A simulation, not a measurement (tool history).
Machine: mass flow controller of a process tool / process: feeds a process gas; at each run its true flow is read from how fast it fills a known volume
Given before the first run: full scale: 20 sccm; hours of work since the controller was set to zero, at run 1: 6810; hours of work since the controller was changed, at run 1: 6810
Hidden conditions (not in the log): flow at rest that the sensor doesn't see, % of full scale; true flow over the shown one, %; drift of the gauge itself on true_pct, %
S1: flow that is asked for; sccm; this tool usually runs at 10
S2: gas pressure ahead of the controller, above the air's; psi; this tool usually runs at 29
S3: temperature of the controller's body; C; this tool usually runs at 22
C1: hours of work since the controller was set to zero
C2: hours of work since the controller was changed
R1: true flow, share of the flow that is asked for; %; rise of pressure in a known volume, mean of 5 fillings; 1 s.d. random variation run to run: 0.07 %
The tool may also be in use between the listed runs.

Run 1, day 0: usual settings; C1 6810; C2 6810. Result: R1 97.87 %.
Run 2, day 18.55: usual settings; C1 7014; C2 7014. Result: R1 97.95 %.
At day 29.096: controller's zero set anew.
Run 3, day 35.408: usual settings; C1 70; C2 7200. Result: R1 98.02 %.
Run 4, day 49.988: usual settings but S3 30 C; C1 230; C2 7360. Result: R1 99.04 %.
Run 5, day 72.733: usual settings but S1 16 sccm; C1 481; C2 7611. Result: R1 99.03 %.
Run 6, day 84.129: usual settings but S1 16 sccm; C1 606; C2 7736. Result: R1 98.95 %.
Run 7, day 100.404: usual settings but S1 16 sccm; C1 786; C2 7916. Result: R1 99.19 %.
Run 8, day 122.508: usual settings but S1 16 sccm; C1 1029; C2 8159. Result: R1 98.92 %.
Run 9, day 132.746: usual settings; C1 1142; C2 8272. Result: R1 97.95 %.
Run 10, day 143.471: usual settings but S1 3 sccm; C1 1260; C2 8390. Result: R1 96.84 %.
Run 11, day 165.017: usual settings but S1 3 sccm; C1 1497; C2 8627. Result: R1 96.83 %.
Run 12, day 184.138: usual settings but S1 3 sccm; C1 1708; C2 8838. Result: R1 96.91 %.
Run 13, day 196.175: usual settings but S1 3 sccm; C1 1841; C2 8971. Result: R1 96.79 %.
Run 14, day 206.646: usual settings but S1 3 sccm; C1 1956; C2 9086. Result: R1 96.9 %.
Run 15, day 222.558: usual settings but S1 3 sccm; C1 2131; C2 9261. Result: R1 96.74 %.
Run 16, day 244.129: usual settings but S1 3 sccm; C1 2369; C2 9499. Result: R1 96.81 %.
Run 17, day 256.183: usual settings but S1 3 sccm; C1 2502; C2 9632. Result: R1 96.94 %.
Run 18, day 267.638: usual settings but S1 3 sccm; C1 2628; C2 9758. Result: R1 96.79 %.
Run 19, day 285.542: usual settings; C1 2825; C2 9955. Result: R1 98.03 %.
Run 20, day 296.508: usual settings but S1 7 sccm, S2 35.8 psi; C1 2946; C2 10076. Result: R1 97.82 %.
Run 21, day 316.429: usual settings but S2 26.5 psi, S3 30 C; C1 3165; C2 10295. Result: R1 98.8 %.
Run 22, day 338.579: usual settings but S1 11 sccm, S2 20.7 psi, S3 30 C; C1 3409; C2 10539. Result: R1 98.7 %.
Run 23, day 359.062: usual settings but S1 9 sccm, S2 31.2 psi, S3 23 C; C1 3635; C2 10765. Result: R1 97.94 %.
Run 24, day 369.483: usual settings but S1 9 sccm, S2 31.2 psi, S3 23 C; C1 3750; C2 10880. Result: R1 98.02 %.
Run 25, day 379.842: usual settings but S2 22.2 psi; C1 3864; C2 10994. Result: R1 97.84 %.
Run 26, day 394.104: usual settings but S2 28 psi, S3 37 C; C1 4021; C2 11151. Result: R1 99.76 %.
Run 27, day 404.779: usual settings but S2 30.5 psi; C1 4139; C2 11269. Result: R1 97.99 %.
Run 28, day 414.792: usual settings but S2 29.4 psi, S3 32 C; C1 4249; C2 11379. Result: R1 99.26 %.
Run 29, day 438.212: usual settings but S2 21.2 psi, S3 24 C; C1 4507; C2 11637. Result: R1 97.84 %.
Run 30, day 448.746: usual settings but S1 9 sccm, S2 25.5 psi, S3 20 C; C1 4623; C2 11753. Result: R1 97.5 %.
Run 31, day 460.6: usual settings but S1 7 sccm, S2 21.8 psi; C1 4754; C2 11884. Result: R1 97.23 %.
Run 32, day 476.246: usual settings but S1 2 sccm, S2 24.5 psi, S3 24 C; C1 4926; C2 12056. Result: R1 96.87 %.
Run 33, day 497.967: usual settings but S1 2 sccm, S2 24.5 psi, S3 34 C; C1 5165; C2 12295. Result: R1 98.06 %.
Run 34, day 521.567: usual settings but S1 3 sccm, S2 28.6 psi, S3 38 C; C1 5425; C2 12555. Result: R1 98.7 %.

Expected results for the next run?
Run 35, day 535.133: usual settings but S1 4 sccm, S2 32.3 psi, S3 21 C; C1 5575; C2 12705. Result: R1 ?.

R1: 97.1 %
Were there no unlogged condition in the tool, this run, its random variation unchanged, would have produced R1 97.12 %.

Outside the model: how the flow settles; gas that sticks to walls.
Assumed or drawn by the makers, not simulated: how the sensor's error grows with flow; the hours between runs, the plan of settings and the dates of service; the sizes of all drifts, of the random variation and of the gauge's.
